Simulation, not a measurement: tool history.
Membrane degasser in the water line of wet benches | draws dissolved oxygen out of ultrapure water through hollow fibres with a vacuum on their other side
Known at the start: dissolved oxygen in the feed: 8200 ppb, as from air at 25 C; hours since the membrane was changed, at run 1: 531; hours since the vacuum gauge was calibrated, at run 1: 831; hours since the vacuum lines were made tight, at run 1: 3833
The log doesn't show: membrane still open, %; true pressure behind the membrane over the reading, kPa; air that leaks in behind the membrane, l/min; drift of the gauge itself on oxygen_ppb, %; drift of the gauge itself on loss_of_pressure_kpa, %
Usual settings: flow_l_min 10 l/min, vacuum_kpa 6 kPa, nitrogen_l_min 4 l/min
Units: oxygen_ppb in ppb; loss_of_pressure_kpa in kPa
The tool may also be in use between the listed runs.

run	hour	flow_l_min	vacuum_kpa	nitrogen_l_min	hours since the membrane was changed	hours since the vacuum gauge was calibrated	hours since the vacuum lines were made tight	oxygen_ppb	loss_of_pressure_kpa
1	0	10	6	4	531	831	3833	252.1	39.1
2	189.8	10	6	4	721	1021	4022	250.4	39.69
3	339.7	10	6	3.92	870	1171	4172	257.6	39.67
4	461.6	10	6	3.92	992	1292	4294	264.5	39.21
5	675.7	10	6	3.92	1206	1507	4508	264.9	39.29
6	861.6	10	6	3.92	1392	1692	4694	261.4	39.7
7	965.4	10	6	3.92	1496	1796	4798	267.2	39.56
8	1154.6	10	6	3.92	1685	1985	4987	272.3	39.76
9	1267.2	10	13.3	4	1798	2098	5100	314.4	39.78
10	1366.9	10	13.3	4	1898	2198	5199	316.4	39.3
11	1546.6	10	6	4	2077	2377	5379	271.6	39.74
12	1665.9	10	6	4	2197	2497	5498	273.9	39.7
13	1877.3	13	6	4	2408	2708	5710	367.9	52.12
14	2092.7	10	6	4	2623	2924	5925	278.1	40.31
15	2260.4	10	6	4	2791	3091	6093	281.6	40.48
16	2354.2	10	6	4	2885	3185	6187	281.5	40.42
17	2531.6	10	6	4	3062	3363	6364	283.4	40.17
18	2711.4	7	10.26	6.78	3242	3542	6544	198.3	28.07
19	2825.5	14	6	2.39	3356	3656	6658	424	56.72
20	2940.4	14	6	5.59	3471	3771	6773	400.4	56.93
21	3157.7	14	8.62	9.85	3688	3989	6990	410.4	56.92
# hour 3273.7: seals of the vacuum lines changed
22	3305	10	7.13	2.89	3834	4134	31	305	40.65
# hour 3321.1: vacuum gauge calibrated
23	3479.3	10	8.18	4	4008	158	205	307.4	40.91
24	3674.7	15	4.56	7.4	4203	354	401	425.9	61.32
25	3796.2	7	4.94	8.78	4324	475	522	193.8	28.64
26	4003	14	6	6.88	4531	682	729	405.6	57.42
27	4197.7	14	6	6.88	4726	877	923	417.7	57.9
28	4325.7	11	8.47	7.14	4854	1005	1052	337.2	45.13
# hour 4460.2: vacuum gauge calibrated, once more
29	4494.2	16	6.25	9.52	5022	34	1220	473	66.38
30	4681.8	16	6.25	9.52	5209	222	1407	465	66.44
31	4882.4	12	4.41	4.24	5410	422	1608	366.5	50.28
32	4977.5	12	3.88	8.16	5505	517	1703	361.4	49.9

4 ways to go on from here, each from the tool as it stands after run 32. What would each give?
A	5199.8	10	11.04	2.6	5728	740	1925	?	?
B	5199.8	12	3.88	3.02	5728	740	1925	?	?
C	5199.8	10	6.55	1.67	5728	740	1925	?	?
D	5199.8	12	11.15	2.6	5728	740	1925	?	?

run	oxygen_ppb	loss_of_pressure_kpa
A	368.2	41.73
B	366.2	50.02
C	340.9	41.69
D	439.2	50.08
Without the tool's hidden state the same runs would have given:
run	oxygen_ppb	loss_of_pressure_kpa
A	297.7	38.6
B	285.7	46.26
C	271.1	38.57
D	359.4	46.32

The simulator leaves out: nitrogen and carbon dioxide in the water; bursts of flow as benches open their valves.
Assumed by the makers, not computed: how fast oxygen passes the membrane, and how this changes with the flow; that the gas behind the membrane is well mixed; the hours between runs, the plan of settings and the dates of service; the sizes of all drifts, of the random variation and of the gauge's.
